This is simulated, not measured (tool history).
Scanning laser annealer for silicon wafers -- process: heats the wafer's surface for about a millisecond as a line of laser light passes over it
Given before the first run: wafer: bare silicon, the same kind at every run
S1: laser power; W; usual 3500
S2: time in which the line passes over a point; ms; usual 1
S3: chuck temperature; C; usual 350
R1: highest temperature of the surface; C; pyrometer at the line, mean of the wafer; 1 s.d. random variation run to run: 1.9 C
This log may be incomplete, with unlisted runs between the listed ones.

{"run": 1, "hour": 0.0, "S1": 3500, "S2": 1, "S3": 350, "R1": 1136}
{"run": 2, "hour": 50.6, "S1": 3500, "S2": 1, "S3": 350, "R1": 1133}
{"run": 3, "hour": 82.1, "S1": 3500, "S2": 1, "S3": 350, "R1": 1130}
{"run": 4, "hour": 135.3, "S1": 3500, "S2": 1, "S3": 350, "R1": 1127}
{"run": 5, "hour": 159.8, "S1": 3500, "S2": 1, "S3": 350, "R1": 1126}
{"run": 6, "hour": 205.3, "S1": 3500, "S2": 1, "S3": 350, "R1": 1125}
{"run": 7, "hour": 261.2, "S1": 3500, "S2": 1, "S3": 350, "R1": 1123}
{"run": 8, "hour": 317.4, "S1": 3500, "S2": 1, "S3": 350, "R1": 1119}
{"run": 9, "hour": 359.2, "S1": 3838, "S2": 1, "S3": 350, "R1": 1202}
{"run": 10, "hour": 385.6, "S1": 3838, "S2": 1, "S3": 350, "R1": 1201}
{"run": 11, "hour": 421.1, "S1": 3500, "S2": 1, "S3": 350, "R1": 1113}
{"run": 12, "hour": 473.7, "S1": 3500, "S2": 1, "S3": 350, "R1": 1111}
{"run": 13, "hour": 530.0, "S1": 3500, "S2": 1, "S3": 350, "R1": 1110}
{"run": 14, "hour": 570.8, "S1": 3500, "S2": 0.84, "S3": 350, "R1": 1053}
{"hour": 578.0, "done": "laser's power meter calibrated"}
{"run": 15, "hour": 607.7, "S1": 3500, "S2": 0.84, "S3": 350, "R1": 1045}
{"run": 16, "hour": 634.6, "S1": 3500, "S2": 0.84, "S3": 350, "R1": 1046}
{"run": 17, "hour": 693.0, "S1": 3500, "S2": 1, "S3": 350, "R1": 1100}
{"run": 18, "hour": 730.0, "S1": 3500, "S2": 1, "S3": 350, "R1": 1094}
{"run": 19, "hour": 772.1, "S1": 3500, "S2": 1, "S3": 350, "R1": 1090}
{"run": 20, "hour": 804.7, "S1": 3500, "S2": 1, "S3": 350, "R1": 1092}
{"hour": 867.4, "done": "laser's power meter calibrated, once more"}
{"run": 21, "hour": 867.4, "S1": 3500, "S2": 1, "S3": 350, "R1": 1103}
{"run": 22, "hour": 909.7, "S1": 3477, "S2": 0.85, "S3": 323, "R1": 1012}
{"run": 23, "hour": 956.3, "S1": 3761, "S2": 0.74, "S3": 377, "R1": 1083}
{"run": 24, "hour": 984.9, "S1": 3761, "S2": 0.74, "S3": 377, "R1": 1078}
{"hour": 990.0, "done": "window over the wafer cleaned"}
{"run": 25, "hour": 1047.8, "S1": 3761, "S2": 1.23, "S3": 339, "R1": 1273}
{"run": 26, "hour": 1107.0, "S1": 3824, "S2": 0.83, "S3": 350, "R1": 1147}
{"run": 27, "hour": 1149.2, "S1": 3781, "S2": 0.98, "S3": 369, "R1": 1218}
{"run": 28, "hour": 1192.5, "S1": 3412, "S2": 0.84, "S3": 331, "R1": 1030}
{"run": 29, "hour": 1225.4, "S1": 3412, "S2": 0.84, "S3": 331, "R1": 1030}
{"run": 30, "hour": 1263.4, "S1": 3500, "S2": 0.85, "S3": 350, "R1": 1071}
{"run": 31, "hour": 1297.6, "S1": 3500, "S2": 0.91, "S3": 383, "R1": 1124}
{"run": 32, "hour": 1339.7, "S1": 3500, "S2": 0.91, "S3": 383, "R1": 1125}
{"run": 33, "hour": 1366.5, "S1": 3500, "S2": 1, "S3": 350, "R1": 1121}
{"run": 34, "hour": 1415.6, "S1": 3500, "S2": 1, "S3": 350, "R1": 1115}
{"run": 35, "hour": 1474.9, "S1": 3668, "S2": 0.87, "S3": 352, "R1": 1106}
{"run": 36, "hour": 1527.4, "S1": 3668, "S2": 0.87, "S3": 352, "R1": 1106}
{"run": 37, "hour": 1570.7, "S1": 3668, "S2": 0.98, "S3": 377, "R1": 1172}
{"run": 38, "hour": 1622.4, "S1": 3427, "S2": 0.81, "S3": 350, "R1": 1025}
{"run": 39, "hour": 1678.8, "S1": 3427, "S2": 0.81, "S3": 350, "R1": 1023}
{"run": 40, "hour": 1710.0, "S1": 3427, "S2": 0.81, "S3": 350, "R1": 1021}

Had the tool no unlogged condition, and each run kept its random variation, what would the results have been?
Hidden state present: light that passes the window, % of a clean one's; laser's true power over the reading, %; width of the line over the set one, %; drift of the gauge itself on peak_c, C.
run=1 R1=1151
run=2 R1=1151
run=3 R1=1150
run=4 R1=1149
run=5 R1=1149
run=6 R1=1151
run=7 R1=1151
run=8 R1=1150
run=9 R1=1238
run=10 R1=1239
run=11 R1=1149
run=12 R1=1150
run=13 R1=1151
run=14 R1=1093
run=15 R1=1089
run=16 R1=1091
run=17 R1=1152
run=18 R1=1148
run=19 R1=1146
run=20 R1=1149
run=21 R1=1154
run=22 R1=1062
run=23 R1=1136
run=24 R1=1132
run=25 R1=1290
run=26 R1=1164
run=27 R1=1239
run=28 R1=1049
run=29 R1=1051
run=30 R1=1094
run=31 R1=1150
run=32 R1=1152
run=33 R1=1151
run=34 R1=1148
run=35 R1=1141
run=36 R1=1144
run=37 R1=1214
run=38 R1=1063
run=39 R1=1063
run=40 R1=1062
